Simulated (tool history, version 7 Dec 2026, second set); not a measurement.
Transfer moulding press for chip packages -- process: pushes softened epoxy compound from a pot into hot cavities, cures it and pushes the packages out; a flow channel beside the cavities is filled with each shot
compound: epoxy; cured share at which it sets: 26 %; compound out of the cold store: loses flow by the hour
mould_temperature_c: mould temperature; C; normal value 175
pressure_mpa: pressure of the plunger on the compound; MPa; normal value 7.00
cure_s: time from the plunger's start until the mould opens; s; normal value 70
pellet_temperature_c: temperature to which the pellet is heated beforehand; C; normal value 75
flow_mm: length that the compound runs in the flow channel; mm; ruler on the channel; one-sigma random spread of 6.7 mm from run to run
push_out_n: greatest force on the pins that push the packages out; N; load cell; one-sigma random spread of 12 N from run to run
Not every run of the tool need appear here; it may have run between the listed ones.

| run | day | mould_temperature_c | pressure_mpa | cure_s | pellet_temperature_c | incoming compound's hours out of the cold store | flow_mm | push_out_n |
|---|---|---|---|---|---|---|---|---|
| 1 | 0.000 | 175 | 7.00 | 70 | 75 | 38.7 | 771 | 564 |
|  | 3.350 | cavities cleaned with cleaning compound and waxed |
| 2 | 3.400 | 175 | 7.00 | 70 | 82 | 28.3 | 770 | 560 |
| 3 | 6.321 | 175 | 7.00 | 85 | 75 | 17.4 | 812 | 378 |
|  | 7.192 | cavities cleaned with cleaning compound and waxed |
| 4 | 8.925 | 175 | 7.00 | 85 | 75 | 24.5 | 800 | 372 |
|  | 11.088 | cavities cleaned with cleaning compound and waxed |
| 5 | 12.158 | 175 | 7.00 | 85 | 81 | 9.8 | 839 | 373 |
| 6 | 14.288 | 178 | 7.00 | 70 | 75 | 14.9 | 800 | 490 |
|  | 15.008 | cavities cleaned with cleaning compound and waxed |
| 7 | 16.821 | 174 | 7.00 | 70 | 75 | 21.3 | 804 | 639 |
| 8 | 18.350 | 175 | 7.13 | 70 | 75 | 17.7 | 819 | 615 |
|  | 18.833 | cavities cleaned with cleaning compound and waxed |
| 9 | 19.925 | 175 | 7.13 | 70 | 75 | 20.0 | 812 | 606 |
|  | 20.412 | plunger's sealing rings changed |
| 10 | 21.883 | 175 | 8.29 | 70 | 75 | 11.7 | 893 | 596 |
|  | 22.908 | cavities cleaned with cleaning compound and waxed |
| 11 | 23.592 | 175 | 8.29 | 70 | 75 | 16.7 | 886 | 603 |
| 12 | 25.371 | 177 | 7.00 | 70 | 75 | 21.4 | 802 | 517 |
|  | 26.808 | cavities cleaned with cleaning compound and waxed |
| 13 | 26.992 | 177 | 6.96 | 70 | 75 | 27.6 | 779 | 520 |
| 14 | 28.708 | 175 | 5.58 | 70 | 75 | 26.4 | 704 | 586 |
|  | 30.704 | cavities cleaned with cleaning compound and waxed |
| 15 | 30.892 | 175 | 7.25 | 71 | 69 | 17.4 | 823 | 598 |
| 16 | 32.675 | 175 | 7.04 | 71 | 81 | 14.5 | 812 | 571 |
|  | 34.600 | cavities cleaned with cleaning compound and waxed |
| 17 | 34.688 | 171 | 6.22 | 71 | 80 | 12.6 | 791 | 774 |
| 18 | 36.042 | 179 | 5.85 | 70 | 83 | 36.6 | 702 | 424 |
|  | 38.442 | cavities cleaned with cleaning compound and waxed |
| 19 | 38.529 | 172 | 7.00 | 92 | 65 | 25.3 | 802 | 387 |
| 20 | 40.996 | 175 | 7.20 | 68 | 75 | 24.3 | 822 | 627 |
|  | 41.525 | plunger's sealing rings changed |
|  | 42.583 | cavities cleaned with cleaning compound and waxed |
| 21 | 43.212 | 175 | 6.35 | 97 | 80 | 12.0 | 780 | 299 |
|  | 46.442 | cavities cleaned with cleaning compound and waxed |
| 22 | 46.571 | 174 | 8.51 | 66 | 73 | 17.8 | 902 | 788 |
| 23 | 49.300 | 175 | 7.00 | 79 | 75 | 39.0 | 768 | 411 |
|  | 50.300 | cavities cleaned with cleaning compound and waxed |
| 24 | 50.779 | 175 | 7.00 | 79 | 75 | 36.3 | 779 | 420 |
|  | 52.771 | mould's thermocouples calibrated |
| 25 | 53.571 | 175 | 7.00 | 79 | 75 | 16.9 | 818 | 433 |
|  | 54.425 | cavities cleaned with cleaning compound and waxed |
| 26 | 55.142 | 175 | 7.00 | 79 | 75 | 39.0 | 768 | 424 |
| 27 | 56.683 | 172 | 6.36 | 104 | 78 | 21.8 | 775 | 317 |

4 ways to go on from here, each from the tool as it stands after run 27. What would each give?
|  | 58.225 | cavities cleaned with cleaning compound and waxed |
| A | 59.054 | 178 | 5.23 | 92 | 78 | 37.8 | ? | ? |
|  | 58.225 | cavities cleaned with cleaning compound and waxed |
| B | 59.054 | 169 | 7.00 | 86 | 75 | 17.3 | ? | ? |
|  | 58.225 | cavities cleaned with cleaning compound and waxed |
| C | 59.054 | 175 | 8.13 | 70 | 75 | 29.5 | ? | ? |
|  | 58.225 | cavities cleaned with cleaning compound and waxed |
| D | 59.054 | 176 | 8.06 | 70 | 75 | 9.8 | ? | ? |

| run | flow_mm | push_out_n |
|---|---|---|
| A | 662 | 305 |
| B | 830 | 568 |
| C | 857 | 593 |
| D | 886 | 582 |
With the hidden condition removed and each run's random variation left untouched, the same runs would have given:
| run | flow_mm | push_out_n |
|---|---|---|
| A | 663 | 304 |
| B | 830 | 565 |
| C | 858 | 590 |
| D | 886 | 579 |
